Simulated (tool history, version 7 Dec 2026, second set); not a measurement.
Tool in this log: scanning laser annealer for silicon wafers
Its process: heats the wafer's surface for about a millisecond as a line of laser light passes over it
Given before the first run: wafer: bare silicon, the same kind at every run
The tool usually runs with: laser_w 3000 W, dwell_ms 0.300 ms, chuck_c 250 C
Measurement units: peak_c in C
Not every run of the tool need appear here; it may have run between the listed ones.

run,hour,laser_w,dwell_ms,chuck_c,peak_c
1,0.0,3000,0.300,250,998
2,28.5,3000,0.300,250,996
3,59.4,3000,0.300,250,998
4,83.5,3000,0.300,250,995
# hour 107.6: window over the wafer cleaned
5,111.0,3000,0.300,250,1033
6,135.3,3000,0.300,250,1034
7,166.5,3000,0.300,250,1034
8,186.8,3000,0.300,250,1031
9,207.3,3000,0.300,250,1029
10,223.8,3000,0.302,250,1032
11,254.8,3000,0.302,250,1029
12,276.9,3000,0.300,256,1032
13,302.8,3000,0.300,256,1033
14,329.3,3000,0.300,250,1022
15,345.8,3000,0.300,250,1026
16,364.5,3000,0.300,250,1018
17,383.1,2600,0.300,250,923
18,410.6,3000,0.273,250,988
19,431.7,3000,0.273,250,986
20,464.0,3000,0.300,250,1018
21,488.8,2586,0.300,213,877
22,512.9,3209,0.237,258,990
23,542.7,3209,0.237,258,990
24,574.3,3209,0.237,258,990
25,604.4,2729,0.283,226,903
# hour 613.6: optics aligned, line set to its width
26,626.1,2655,0.378,228,985
27,646.6,3206,0.226,250,966
28,676.9,2582,0.300,235,898
29,692.1,2582,0.223,251,828
30,716.7,2847,0.251,211,879
31,729.7,2914,0.334,211,986
32,753.6,2914,0.211,274,905
33,784.7,2914,0.211,274,903
34,804.9,2925,0.256,250,937
35,835.2,2713,0.256,219,858

For run 36, what comes out?
36,867.0,2713,0.256,219,?

For run 36 the tool returned peak_c 857 C.
Take away the tool's hidden state, keep the run-to-run variation as it was, and the same run would have given peak_c 894 C.
